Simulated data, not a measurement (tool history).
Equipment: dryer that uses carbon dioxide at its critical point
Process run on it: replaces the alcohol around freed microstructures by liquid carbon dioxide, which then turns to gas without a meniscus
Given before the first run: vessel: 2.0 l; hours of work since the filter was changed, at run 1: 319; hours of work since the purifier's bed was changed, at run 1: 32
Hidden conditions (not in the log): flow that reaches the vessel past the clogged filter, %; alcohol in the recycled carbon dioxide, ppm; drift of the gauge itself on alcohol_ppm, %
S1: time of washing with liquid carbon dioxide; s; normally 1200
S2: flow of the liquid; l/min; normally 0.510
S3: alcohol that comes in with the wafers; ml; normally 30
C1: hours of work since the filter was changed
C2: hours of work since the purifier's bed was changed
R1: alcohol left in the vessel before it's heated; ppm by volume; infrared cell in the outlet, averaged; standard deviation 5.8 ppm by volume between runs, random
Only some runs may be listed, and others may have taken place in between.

run  hour    S1     S2  S3   C1  C2    R1
  1   0.0  1200  0.510  30  319  32   370
  2   6.1  1200  0.510  30  321  34   358
  3  13.9  1200  0.720  30  324  37    84
  4  22.3  1200  0.720  99  327  40   246
  5  29.0  1200  0.720  99  329  42   249
  6  38.3  1200  0.720  99  333  46   251
  7  43.5   780  0.549  43  334  47  1541
  8  54.2   780  0.549  43  338  51  1513
  9  65.0   900  0.549  43  342  55  1074
 10  69.6   900  0.549  43  344  57  1076
 11  75.5  1080  0.527  43  346  59   701

Run by run, hidden condition taken away, random variation retained:
run   R1
  1  199
  2  191
  3   32
  4  101
  5   98
  6   95
  7  979
  8  956
  9  627
 10  629
 11  372
